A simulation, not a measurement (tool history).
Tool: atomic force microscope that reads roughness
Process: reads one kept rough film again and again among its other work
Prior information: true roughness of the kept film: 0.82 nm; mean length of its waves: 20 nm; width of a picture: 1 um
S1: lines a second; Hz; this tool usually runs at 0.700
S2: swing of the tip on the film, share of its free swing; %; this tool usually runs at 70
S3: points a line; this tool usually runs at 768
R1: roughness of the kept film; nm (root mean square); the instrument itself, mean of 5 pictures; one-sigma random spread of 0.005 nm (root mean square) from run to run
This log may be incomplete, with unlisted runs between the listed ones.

Run 1, hour 0.0: usual settings. Result: R1 0.594 nm (root mean square).
At hour 26.3: new tip fitted.
Run 2, hour 53.4: usual settings. Result: R1 0.713 nm (root mean square).
Run 3, hour 99.6: usual settings but S2 85 %. Result: R1 0.655 nm (root mean square).
Run 4, hour 140.7: usual settings but S2 85 %. Result: R1 0.620 nm (root mean square).
Run 5, hour 179.9: usual settings but S2 85 %. Result: R1 0.593 nm (root mean square).
At hour 208.1: new tip fitted.
Run 6, hour 220.4: usual settings but S2 89 %. Result: R1 0.704 nm (root mean square).
Run 7, hour 287.0: usual settings but S2 89 %. Result: R1 0.641 nm (root mean square).
Run 8, hour 344.7: usual settings. Result: R1 0.619 nm (root mean square).
At hour 384.8: new tip fitted.
Run 9, hour 392.5: usual settings. Result: R1 0.721 nm (root mean square).
Run 10, hour 431.1: usual settings. Result: R1 0.685 nm (root mean square).
Run 11, hour 507.5: usual settings but S2 58 %. Result: R1 0.635 nm (root mean square).
At hour 563.1: new tip fitted.
Run 12, hour 563.1: usual settings. Result: R1 0.726 nm (root mean square).
Run 13, hour 617.2: usual settings. Result: R1 0.675 nm (root mean square).
Run 14, hour 673.4: usual settings. Result: R1 0.639 nm (root mean square).
Run 15, hour 720.5: usual settings but S2 64 %. Result: R1 0.607 nm (root mean square).
At hour 740.6: new tip fitted.
Run 16, hour 780.3: usual settings. Result: R1 0.698 nm (root mean square).
Run 17, hour 828.8: usual settings. Result: R1 0.658 nm (root mean square).
Run 18, hour 896.7: usual settings. Result: R1 0.601 nm (root mean square).
At hour 920.2: new tip fitted.
Run 19, hour 934.7: usual settings. Result: R1 0.711 nm (root mean square).
Run 20, hour 984.7: usual settings. Result: R1 0.663 nm (root mean square).
Run 21, hour 1072.9: usual settings. Result: R1 0.595 nm (root mean square).
At hour 1097.3: new tip fitted.
Run 22, hour 1115.4: usual settings. Result: R1 0.720 nm (root mean square).
Run 23, hour 1192.6: usual settings. Result: R1 0.639 nm (root mean square).
At hour 1275.6: new tip fitted.
Run 24, hour 1275.6: usual settings. Result: R1 0.727 nm (root mean square).
Run 25, hour 1334.0: usual settings. Result: R1 0.680 nm (root mean square).
Run 26, hour 1374.1: usual settings. Result: R1 0.661 nm (root mean square).
Run 27, hour 1435.0: usual settings but S1 2.117 Hz, S3 373. Result: R1 0.574 nm (root mean square).
At hour 1454.2: new tip fitted.
Run 28, hour 1496.6: usual settings but S1 2.117 Hz, S3 373. Result: R1 0.661 nm (root mean square).
Run 29, hour 1562.7: usual settings but S1 0.532 Hz, S2 63 %, S3 676. Result: R1 0.637 nm (root mean square).
At hour 1630.6: new tip fitted.
Run 30, hour 1632.2: usual settings but S1 0.532 Hz, S2 63 %, S3 676. Result: R1 0.737 nm (root mean square).
Run 31, hour 1693.4: usual settings but S1 0.532 Hz, S2 63 %, S3 676. Result: R1 0.664 nm (root mean square).
Run 32, hour 1762.4: usual settings but S1 0.532 Hz, S2 63 %, S3 676. Result: R1 0.616 nm (root mean square).
At hour 1810.3: new tip fitted.
Run 33, hour 1810.3: usual settings but S1 0.532 Hz, S2 63 %, S3 676. Result: R1 0.733 nm (root mean square).
Run 34, hour 1863.3: usual settings but S1 1.529 Hz. Result: R1 0.671 nm (root mean square).
Run 35, hour 1930.4: usual settings but S1 0.574 Hz, S2 61 %, S3 723. Result: R1 0.634 nm (root mean square).
At hour 1983.0: height scale calibrated on a step standard.
At hour 1988.8: new tip fitted.
Run 36, hour 2017.3: usual settings but S1 3.334 Hz, S2 63 %, S3 487. Result: R1 0.682 nm (root mean square).
Run 37, hour 2058.4: usual settings but S2 81 %. Result: R1 0.669 nm (root mean square).
Run 38, hour 2147.0: usual settings but S1 1.152 Hz, S2 75 %, S3 948. Result: R1 0.587 nm (root mean square).
At hour 2164.6: new tip fitted.
Run 39, hour 2196.5: usual settings but S1 0.522 Hz, S2 75 %, S3 314. Result: R1 0.696 nm (root mean square).
Run 40, hour 2249.1: usual settings but S1 0.522 Hz, S2 75 %, S3 314. Result: R1 0.654 nm (root mean square).
Run 41, hour 2319.4: usual settings but S1 0.522 Hz, S2 75 %, S3 314. Result: R1 0.612 nm (root mean square).
At hour 2346.2: new tip fitted.
Run 42, hour 2377.8: usual settings but S1 0.522 Hz, S2 75 %, S3 314. Result: R1 0.684 nm (root mean square).
Run 43, hour 2440.5: usual settings but S1 1.020 Hz, S2 74 %, S3 932. Result: R1 0.637 nm (root mean square).
Run 44, hour 2520.1: usual settings but S1 1.020 Hz, S2 57 %, S3 932. Result: R1 0.594 nm (root mean square).
At hour 2528.7: new tip fitted.
Run 45, hour 2603.4: usual settings but S1 1.020 Hz, S2 57 %, S3 932. Result: R1 0.668 nm (root mean square).
Run 46, hour 2687.0: usual settings but S1 1.020 Hz, S2 57 %, S3 932. Result: R1 0.597 nm (root mean square).
At hour 2707.0: new tip fitted.
Run 47, hour 2747.6: usual settings but S1 2.390 Hz, S2 84 %, S3 418. Result: R1 0.610 nm (root mean square).
Run 48, hour 2813.7: usual settings but S1 2.390 Hz, S2 84 %, S3 418. Result: R1 0.567 nm (root mean square).
At hour 2884.6: new tip fitted.
Run 49, hour 2902.7: usual settings but S1 2.237 Hz, S2 65 %, S3 418. Result: R1 0.691 nm (root mean square).
Run 50, hour 2969.6: usual settings but S1 2.503 Hz, S2 62 %, S3 282. Result: R1 0.621 nm (root mean square).

Branching from run 50: 3 alternative next runs. What would each branch give?
Run A, hour 3015.7: usual settings but S1 0.706 Hz, S2 72 %, S3 282. Result: R1 ?.
Run B, hour 3015.7: usual settings but S2 77 %, S3 299. Result: R1 ?.
Run C, hour 3015.7: usual settings but S1 0.865 Hz, S3 713. Result: R1 ?.

run     R1
  A  0.597
  B  0.596
  C  0.618
With the hidden condition removed and each run's random variation left untouched, the same runs would have given:
run     R1
  A  0.716
  B  0.715
  C  0.741

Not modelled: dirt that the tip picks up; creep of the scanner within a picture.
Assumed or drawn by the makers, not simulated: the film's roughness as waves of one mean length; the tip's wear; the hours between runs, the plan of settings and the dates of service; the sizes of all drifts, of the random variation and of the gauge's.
